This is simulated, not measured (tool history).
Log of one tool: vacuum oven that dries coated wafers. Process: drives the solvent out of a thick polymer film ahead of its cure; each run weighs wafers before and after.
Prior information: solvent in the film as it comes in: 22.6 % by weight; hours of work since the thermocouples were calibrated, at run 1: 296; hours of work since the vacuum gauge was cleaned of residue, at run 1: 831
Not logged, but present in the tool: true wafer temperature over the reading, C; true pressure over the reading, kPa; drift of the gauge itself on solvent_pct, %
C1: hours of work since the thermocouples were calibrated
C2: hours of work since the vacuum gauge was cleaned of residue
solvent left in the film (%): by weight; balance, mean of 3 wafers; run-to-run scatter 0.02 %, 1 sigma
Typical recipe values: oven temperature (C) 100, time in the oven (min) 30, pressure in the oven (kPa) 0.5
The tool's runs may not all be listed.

{"run": 1, "hour": 0.0, "oven temperature (C)": 100, "time in the oven (min)": 30, "pressure in the oven (kPa)": 0.5, "C1": 296, "C2": 831, "solvent left in the film (%)": 1.5}
{"run": 2, "hour": 23.2, "oven temperature (C)": 100, "time in the oven (min)": 17, "pressure in the oven (kPa)": 0.5, "C1": 311, "C2": 846, "solvent left in the film (%)": 3.68}
{"run": 3, "hour": 55.6, "oven temperature (C)": 100, "time in the oven (min)": 27, "pressure in the oven (kPa)": 0.5, "C1": 333, "C2": 868, "solvent left in the film (%)": 1.73}
{"run": 4, "hour": 83.5, "oven temperature (C)": 100, "time in the oven (min)": 27, "pressure in the oven (kPa)": 0.5, "C1": 351, "C2": 886, "solvent left in the film (%)": 1.75}
{"run": 5, "hour": 123.0, "oven temperature (C)": 100, "time in the oven (min)": 27, "pressure in the oven (kPa)": 0.5, "C1": 378, "C2": 913, "solvent left in the film (%)": 1.8}
{"run": 6, "hour": 144.9, "oven temperature (C)": 100, "time in the oven (min)": 30, "pressure in the oven (kPa)": 0.5, "C1": 392, "C2": 927, "solvent left in the film (%)": 1.51}
{"run": 7, "hour": 178.9, "oven temperature (C)": 100, "time in the oven (min)": 30, "pressure in the oven (kPa)": 0.5, "C1": 415, "C2": 950, "solvent left in the film (%)": 1.52}
{"run": 8, "hour": 198.9, "oven temperature (C)": 86, "time in the oven (min)": 30, "pressure in the oven (kPa)": 0.5, "C1": 428, "C2": 963, "solvent left in the film (%)": 5.19}
{"run": 9, "hour": 237.0, "oven temperature (C)": 86, "time in the oven (min)": 30, "pressure in the oven (kPa)": 0.5, "C1": 453, "C2": 988, "solvent left in the film (%)": 5.14}
{"run": 10, "hour": 254.5, "oven temperature (C)": 100, "time in the oven (min)": 30, "pressure in the oven (kPa)": 0.478, "C1": 465, "C2": 1000, "solvent left in the film (%)": 1.48}
{"run": 11, "hour": 274.9, "oven temperature (C)": 100, "time in the oven (min)": 30, "pressure in the oven (kPa)": 0.5, "C1": 479, "C2": 1014, "solvent left in the film (%)": 1.54}
{"run": 12, "hour": 299.4, "oven temperature (C)": 101, "time in the oven (min)": 30, "pressure in the oven (kPa)": 0.5, "C1": 495, "C2": 1030, "solvent left in the film (%)": 1.39}
{"run": 13, "hour": 320.4, "oven temperature (C)": 101, "time in the oven (min)": 18, "pressure in the oven (kPa)": 0.5, "C1": 509, "C2": 1044, "solvent left in the film (%)": 3.19}
{"run": 14, "hour": 342.1, "oven temperature (C)": 101, "time in the oven (min)": 18, "pressure in the oven (kPa)": 0.5, "C1": 523, "C2": 1058, "solvent left in the film (%)": 3.17}
{"run": 15, "hour": 365.2, "oven temperature (C)": 101, "time in the oven (min)": 18, "pressure in the oven (kPa)": 0.5, "C1": 538, "C2": 1073, "solvent left in the film (%)": 3.17}
{"run": 16, "hour": 401.7, "oven temperature (C)": 101, "time in the oven (min)": 18, "pressure in the oven (kPa)": 0.5, "C1": 563, "C2": 1098, "solvent left in the film (%)": 3.17}
{"hour": 406.6, "done": "vacuum gauge cleaned of residue and calibrated"}
{"run": 17, "hour": 423.9, "oven temperature (C)": 101, "time in the oven (min)": 18, "pressure in the oven (kPa)": 0.5, "C1": 576, "C2": 11, "solvent left in the film (%)": 3.29}
{"run": 18, "hour": 456.9, "oven temperature (C)": 100, "time in the oven (min)": 53, "pressure in the oven (kPa)": 0.281, "C1": 598, "C2": 33, "solvent left in the film (%)": 0.73}
{"run": 19, "hour": 474.7, "oven temperature (C)": 100, "time in the oven (min)": 53, "pressure in the oven (kPa)": 0.281, "C1": 610, "C2": 45, "solvent left in the film (%)": 0.69}
{"run": 20, "hour": 497.7, "oven temperature (C)": 100, "time in the oven (min)": 53, "pressure in the oven (kPa)": 0.281, "C1": 625, "C2": 60, "solvent left in the film (%)": 0.7}
{"run": 21, "hour": 521.7, "oven temperature (C)": 102, "time in the oven (min)": 38, "pressure in the oven (kPa)": 0.879, "C1": 641, "C2": 76, "solvent left in the film (%)": 1.5}
{"run": 22, "hour": 553.7, "oven temperature (C)": 102, "time in the oven (min)": 38, "pressure in the oven (kPa)": 0.879, "C1": 663, "C2": 98, "solvent left in the film (%)": 1.52}
{"run": 23, "hour": 574.0, "oven temperature (C)": 100, "time in the oven (min)": 32, "pressure in the oven (kPa)": 0.341, "C1": 676, "C2": 111, "solvent left in the film (%)": 1.35}
{"hour": 580.4, "done": "vacuum gauge cleaned of residue and calibrated, once more"}
{"run": 24, "hour": 604.0, "oven temperature (C)": 91, "time in the oven (min)": 49, "pressure in the oven (kPa)": 0.358, "C1": 695, "C2": 16, "solvent left in the film (%)": 1.34}
{"run": 25, "hour": 621.7, "oven temperature (C)": 113, "time in the oven (min)": 18, "pressure in the oven (kPa)": 0.268, "C1": 707, "C2": 27, "solvent left in the film (%)": 0.72}
{"run": 26, "hour": 653.0, "oven temperature (C)": 113, "time in the oven (min)": 18, "pressure in the oven (kPa)": 0.268, "C1": 728, "C2": 48, "solvent left in the film (%)": 0.72}
{"run": 27, "hour": 685.1, "oven temperature (C)": 113, "time in the oven (min)": 18, "pressure in the oven (kPa)": 0.268, "C1": 749, "C2": 70, "solvent left in the film (%)": 0.73}
{"run": 28, "hour": 722.1, "oven temperature (C)": 113, "time in the oven (min)": 18, "pressure in the oven (kPa)": 0.268, "C1": 773, "C2": 94, "solvent left in the film (%)": 0.69}
{"run": 29, "hour": 740.0, "oven temperature (C)": 113, "time in the oven (min)": 18, "pressure in the oven (kPa)": 0.268, "C1": 785, "C2": 106, "solvent left in the film (%)": 0.7}
{"run": 30, "hour": 779.5, "oven temperature (C)": 113, "time in the oven (min)": 18, "pressure in the oven (kPa)": 0.268, "C1": 812, "C2": 132, "solvent left in the film (%)": 0.73}
{"run": 31, "hour": 814.9, "oven temperature (C)": 113, "time in the oven (min)": 18, "pressure in the oven (kPa)": 0.268, "C1": 835, "C2": 156, "solvent left in the film (%)": 0.74}
{"run": 32, "hour": 840.9, "oven temperature (C)": 96, "time in the oven (min)": 48, "pressure in the oven (kPa)": 0.42, "C1": 852, "C2": 173, "solvent left in the film (%)": 0.94}
{"run": 33, "hour": 864.4, "oven temperature (C)": 96, "time in the oven (min)": 48, "pressure in the oven (kPa)": 1.644, "C1": 868, "C2": 189, "solvent left in the film (%)": 2.65}
{"run": 34, "hour": 881.2, "oven temperature (C)": 96, "time in the oven (min)": 48, "pressure in the oven (kPa)": 1.644, "C1": 879, "C2": 200, "solvent left in the film (%)": 2.64}

Hidden condition of the tool, last listed run before each entry between runs versus first listed run after:
In the gap between runs 16 and 17: vacuum gauge cleaned of residue and calibrated (hour 406.6)
  true wafer temperature over the reading, C: -0.18 -> -0.19; true pressure over the reading, kPa: 0.162 -> 0.241
  measured result minus the result with no hidden state, solvent left in the film (%): +0.21 -> +0.3
In the gap between runs 23 and 24: vacuum gauge cleaned of residue and calibrated, once more (hour 580.4)
  true wafer temperature over the reading, C: -0.27 -> -0.29; true pressure over the reading, kPa: 0.256 -> -0.006
  measured result minus the result with no hidden state, solvent left in the film (%): +0.33 -> +0.03
